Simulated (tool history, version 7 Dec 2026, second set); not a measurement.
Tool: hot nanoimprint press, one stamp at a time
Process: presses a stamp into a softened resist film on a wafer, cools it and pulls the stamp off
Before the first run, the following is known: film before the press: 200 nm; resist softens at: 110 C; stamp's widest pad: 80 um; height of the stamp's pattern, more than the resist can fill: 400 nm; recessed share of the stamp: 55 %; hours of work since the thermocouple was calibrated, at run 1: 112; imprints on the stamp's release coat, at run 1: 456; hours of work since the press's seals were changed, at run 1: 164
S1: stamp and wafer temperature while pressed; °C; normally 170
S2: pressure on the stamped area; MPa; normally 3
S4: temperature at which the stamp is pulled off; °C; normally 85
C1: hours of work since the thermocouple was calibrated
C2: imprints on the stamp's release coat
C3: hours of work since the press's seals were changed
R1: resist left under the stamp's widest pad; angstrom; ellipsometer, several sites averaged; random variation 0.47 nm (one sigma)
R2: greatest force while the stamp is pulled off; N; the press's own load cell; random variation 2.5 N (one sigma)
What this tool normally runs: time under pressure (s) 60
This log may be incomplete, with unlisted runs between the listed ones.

{"run": 1, "hour": 0.0, "S1": 170, "S2": 3, "time under pressure (s)": 60, "S4": 85, "C1": 112, "C2": 456, "C3": 164, "R1": 1127, "R2": 115}
{"run": 2, "hour": 31.9, "S1": 170, "S2": 3, "time under pressure (s)": 60, "S4": 74, "C1": 134, "C2": 598, "C3": 185, "R1": 1127, "R2": 127}
{"run": 3, "hour": 54.6, "S1": 170, "S2": 3, "time under pressure (s)": 60, "S4": 79, "C1": 149, "C2": 699, "C3": 201, "R1": 1122, "R2": 124}
{"run": 4, "hour": 98.6, "S1": 170, "S2": 3, "time under pressure (s)": 60, "S4": 79, "C1": 178, "C2": 896, "C3": 230, "R1": 1122, "R2": 124}
{"run": 5, "hour": 132.5, "S1": 170, "S2": 3, "time under pressure (s)": 60, "S4": 79, "C1": 201, "C2": 1047, "C3": 253, "R1": 1116, "R2": 126}
{"run": 6, "hour": 180.0, "S1": 170, "S2": 3, "time under pressure (s)": 60, "S4": 85, "C1": 233, "C2": 1259, "C3": 285, "R1": 1121, "R2": 120}
{"hour": 214.0, "done": "stamp cleaned and given a new release coat"}
{"run": 7, "hour": 231.2, "S1": 170, "S2": 3, "time under pressure (s)": 60, "S4": 85, "C1": 263, "C2": 77, "C3": 315, "R1": 1114, "R2": 113}
{"hour": 242.8, "done": "plate thermocouple calibrated"}
{"run": 8, "hour": 260.7, "S1": 170, "S2": 3, "time under pressure (s)": 60, "S4": 85, "C1": 12, "C2": 195, "C3": 333, "R1": 1113, "R2": 118}
{"run": 9, "hour": 297.5, "S1": 170, "S2": 3, "time under pressure (s)": 60, "S4": 85, "C1": 37, "C2": 359, "C3": 357, "R1": 1113, "R2": 115}
{"run": 10, "hour": 337.2, "S1": 170, "S2": 3, "time under pressure (s)": 60, "S4": 85, "C1": 63, "C2": 537, "C3": 384, "R1": 1108, "R2": 113}
{"run": 11, "hour": 386.8, "S1": 170, "S2": 3, "time under pressure (s)": 60, "S4": 85, "C1": 97, "C2": 758, "C3": 417, "R1": 1109, "R2": 115}
{"run": 12, "hour": 418.1, "S1": 170, "S2": 2.99, "time under pressure (s)": 60, "S4": 85, "C1": 118, "C2": 898, "C3": 438, "R1": 1112, "R2": 117}
{"run": 13, "hour": 461.5, "S1": 170, "S2": 2.99, "time under pressure (s)": 60, "S4": 85, "C1": 147, "C2": 1092, "C3": 467, "R1": 1121, "R2": 117}
{"run": 14, "hour": 493.4, "S1": 170, "S2": 4.05, "time under pressure (s)": 60, "S4": 85, "C1": 168, "C2": 1234, "C3": 489, "R1": 1002, "R2": 116}
{"hour": 534.3, "done": "stamp cleaned and given a new release coat"}
{"run": 15, "hour": 550.8, "S1": 170, "S2": 4.05, "time under pressure (s)": 60, "S4": 85, "C1": 202, "C2": 74, "C3": 523, "R1": 1001, "R2": 117}
{"run": 16, "hour": 601.9, "S1": 160, "S2": 1.8, "time under pressure (s)": 53, "S4": 87, "C1": 237, "C2": 302, "C3": 557, "R1": 1806, "R2": 108}
{"hour": 649.6, "done": "plate thermocouple calibrated"}
{"run": 17, "hour": 656.8, "S1": 160, "S2": 1.8, "time under pressure (s)": 53, "S4": 87, "C1": 5, "C2": 533, "C3": 592, "R1": 1809, "R2": 114}
{"run": 18, "hour": 703.3, "S1": 174, "S2": 3.62, "time under pressure (s)": 37, "S4": 90, "C1": 36, "C2": 741, "C3": 623, "R1": 972, "R2": 106}
{"run": 19, "hour": 753.1, "S1": 170, "S2": 3, "time under pressure (s)": 60, "S4": 86, "C1": 69, "C2": 963, "C3": 657, "R1": 1104, "R2": 114}
{"run": 20, "hour": 803.4, "S1": 170, "S2": 3.84, "time under pressure (s)": 60, "S4": 86, "C1": 103, "C2": 1188, "C3": 690, "R1": 1007, "R2": 118}
{"run": 21, "hour": 830.5, "S1": 170, "S2": 3.84, "time under pressure (s)": 91, "S4": 86, "C1": 121, "C2": 1309, "C3": 709, "R1": 858, "R2": 113}
{"hour": 855.5, "done": "stamp cleaned and given a new release coat"}
{"run": 22, "hour": 869.7, "S1": 170, "S2": 3, "time under pressure (s)": 60, "S4": 92, "C1": 144, "C2": 63, "C3": 731, "R1": 1099, "R2": 105}
{"run": 23, "hour": 918.4, "S1": 176, "S2": 3.29, "time under pressure (s)": 106, "S4": 85, "C1": 176, "C2": 280, "C3": 764, "R1": 568, "R2": 118}
{"run": 24, "hour": 942.9, "S1": 176, "S2": 3.29, "time under pressure (s)": 106, "S4": 85, "C1": 193, "C2": 390, "C3": 780, "R1": 574, "R2": 117}
{"run": 25, "hour": 975.9, "S1": 179, "S2": 2.79, "time under pressure (s)": 57, "S4": 90, "C1": 215, "C2": 537, "C3": 802, "R1": 667, "R2": 108}
{"run": 26, "hour": 1020.8, "S1": 179, "S2": 2.79, "time under pressure (s)": 57, "S4": 90, "C1": 245, "C2": 738, "C3": 832, "R1": 664, "R2": 110}
{"hour": 1058.3, "done": "plate thermocouple calibrated"}
{"run": 27, "hour": 1063.3, "S1": 168, "S2": 2.79, "time under pressure (s)": 57, "S4": 78, "C1": 3, "C2": 914, "C3": 859, "R1": 1272, "R2": 126}
{"run": 28, "hour": 1100.9, "S1": 170, "S2": 2.66, "time under pressure (s)": 60, "S4": 90, "C1": 29, "C2": 1082, "C3": 884, "R1": 1141, "R2": 111}
{"run": 29, "hour": 1140.3, "S1": 177, "S2": 4.37, "time under pressure (s)": 53, "S4": 93, "C1": 55, "C2": 1258, "C3": 910, "R1": 633, "R2": 112}

Below are 5 alternative next runs, each starting from the tool's condition after run 29. Predict each:
{"run": "A", "hour": 1161.8, "S1": 177, "S2": 4.37, "time under pressure (s)": 85, "S4": 93, "C1": 69, "C2": 1354, "C3": 925, "R1": "?", "R2": "?"}
{"run": "B", "hour": 1161.8, "S1": 159, "S2": 4.33, "time under pressure (s)": 53, "S4": 93, "C1": 69, "C2": 1354, "C3": 925, "R1": "?", "R2": "?"}
{"run": "C", "hour": 1161.8, "S1": 170, "S2": 3, "time under pressure (s)": 38, "S4": 85, "C1": 69, "C2": 1354, "C3": 925, "R1": "?", "R2": "?"}
{"run": "D", "hour": 1161.8, "S1": 170, "S2": 4.42, "time under pressure (s)": 67, "S4": 85, "C1": 69, "C2": 1354, "C3": 925, "R1": "?", "R2": "?"}
{"run": "E", "hour": 1161.8, "S1": 177, "S2": 2.57, "time under pressure (s)": 53, "S4": 93, "C1": 69, "C2": 1354, "C3": 925, "R1": "?", "R2": "?"}

run=A R1=513 R2=109
run=B R1=1656 R2=104
run=C R1=1270 R2=116
run=D R1=913 R2=118
run=E R1=799 R2=104
Had the tool no hidden state, the same runs would have come out as:
run=A R1=526 R2=108
run=B R1=1699 R2=103
run=C R1=1303 R2=114
run=D R1=936 R2=117
run=E R1=820 R2=102
